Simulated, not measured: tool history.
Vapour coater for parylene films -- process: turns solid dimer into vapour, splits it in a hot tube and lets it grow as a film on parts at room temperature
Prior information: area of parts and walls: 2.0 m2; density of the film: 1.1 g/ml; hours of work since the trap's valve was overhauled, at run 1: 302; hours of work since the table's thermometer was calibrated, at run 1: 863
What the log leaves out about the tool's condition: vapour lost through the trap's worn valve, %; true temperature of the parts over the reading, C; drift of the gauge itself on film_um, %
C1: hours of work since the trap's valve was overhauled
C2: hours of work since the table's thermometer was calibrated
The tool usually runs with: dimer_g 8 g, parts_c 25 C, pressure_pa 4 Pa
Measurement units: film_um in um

Run 1, hour 0: usual settings; C1 302; C2 863. Result: film_um 2.342 um.
Run 2, hour 33.6: usual settings; C1 317; C2 878. Result: film_um 2.336 um.
Run 3, hour 76: usual settings but parts_c 20 C; C1 336; C2 897. Result: film_um 2.897 um.
Run 4, hour 98.5: usual settings but parts_c 20 C; C1 346; C2 907. Result: film_um 2.905 um.
Run 5, hour 146.1: usual settings but parts_c 20 C; C1 367; C2 928. Result: film_um 2.9 um.
Run 6, hour 189: usual settings but parts_c 20 C; C1 386; C2 947. Result: film_um 2.911 um.
Run 7, hour 234.2: usual settings but dimer_g 4 g; C1 406; C2 967. Result: film_um 1.167 um.
Run 8, hour 258.5: usual settings; C1 417; C2 978. Result: film_um 2.32 um.
Run 9, hour 293.1: usual settings but dimer_g 7 g; C1 433; C2 994. Result: film_um 2.037 um.
Run 10, hour 319.1: usual settings but dimer_g 7 g; C1 444; C2 1005. Result: film_um 2.036 um.
Run 11, hour 359.9: usual settings but dimer_g 7 g; C1 462; C2 1024. Result: film_um 2.033 um.
Run 12, hour 385: usual settings but dimer_g 7 g; C1 474; C2 1035. Result: film_um 2.039 um.
Run 13, hour 429.1: usual settings but dimer_g 7 g; C1 493; C2 1055. Result: film_um 2.034 um.
Run 14, hour 474.4: usual settings but parts_c 32 C, pressure_pa 6.65 Pa; C1 514; C2 1075. Result: film_um 1.598 um.
Run 15, hour 505: usual settings but dimer_g 12 g, pressure_pa 4.62 Pa; C1 527; C2 1088. Result: film_um 3.406 um.
Run 16, hour 552.1: usual settings but dimer_g 9 g, parts_c 32 C, pressure_pa 5.18 Pa; C1 548; C2 1110. Result: film_um 1.866 um.
Run 17, hour 601.7: usual settings but dimer_g 9 g, parts_c 32 C, pressure_pa 5.18 Pa; C1 571; C2 1132. Result: film_um 1.846 um.
At hour 609: trap's valve overhauled.
Run 18, hour 630.2: usual settings but parts_c 24 C, pressure_pa 7.13 Pa; C1 9; C2 1143. Result: film_um 2.19 um.
Run 19, hour 671.3: usual settings but parts_c 24 C, pressure_pa 7.13 Pa; C1 28; C2 1161. Result: film_um 2.193 um.
Run 20, hour 695.3: usual settings but dimer_g 5 g, parts_c 34 C, pressure_pa 8.65 Pa; C1 39; C2 1172. Result: film_um 0.868 um.
Run 21, hour 739: usual settings but parts_c 22 C; C1 58; C2 1191. Result: film_um 2.556 um.
Run 22, hour 785.6: usual settings but parts_c 22 C; C1 79; C2 1212. Result: film_um 2.528 um.
Run 23, hour 821.5: usual settings but dimer_g 3 g, parts_c 26 C, pressure_pa 2.82 Pa; C1 95; C2 1228. Result: film_um 0.832 um.
Run 24, hour 861.8: usual settings but pressure_pa 6.83 Pa; C1 113; C2 1246. Result: film_um 2.087 um.
At hour 888.2: trap's valve overhauled, once more.
Run 25, hour 894.6: usual settings but dimer_g 12 g, parts_c 26 C, pressure_pa 8.57 Pa; C1 3; C2 1259. Result: film_um 3.125 um.
Run 26, hour 943.8: usual settings but dimer_g 12 g, parts_c 26 C, pressure_pa 8.57 Pa; C1 25; C2 1281. Result: film_um 3.129 um.

4 ways to go on from here, each from the tool as it stands after run 26. What would each give?
Run A, hour 973.1: usual settings but parts_c 34 C; C1 38; C2 1294. Result: film_um ?.
Run B, hour 973.1: usual settings but parts_c 35 C, pressure_pa 4.5 Pa; C1 38; C2 1294. Result: film_um ?.
Run C, hour 973.1: usual settings but parts_c 23 C, pressure_pa 2.56 Pa; C1 38; C2 1294. Result: film_um ?.
Run D, hour 973.1: usual settings but dimer_g 11 g, parts_c 21 C, pressure_pa 8.07 Pa; C1 38; C2 1294. Result: film_um ?.

run  film_um
  A    1.607
  B    1.532
  C    2.756
  D    3.583
Had the tool no hidden state, the same runs would have come out as:
run  film_um
  A    1.581
  B    1.507
  C    2.711
  D    3.524

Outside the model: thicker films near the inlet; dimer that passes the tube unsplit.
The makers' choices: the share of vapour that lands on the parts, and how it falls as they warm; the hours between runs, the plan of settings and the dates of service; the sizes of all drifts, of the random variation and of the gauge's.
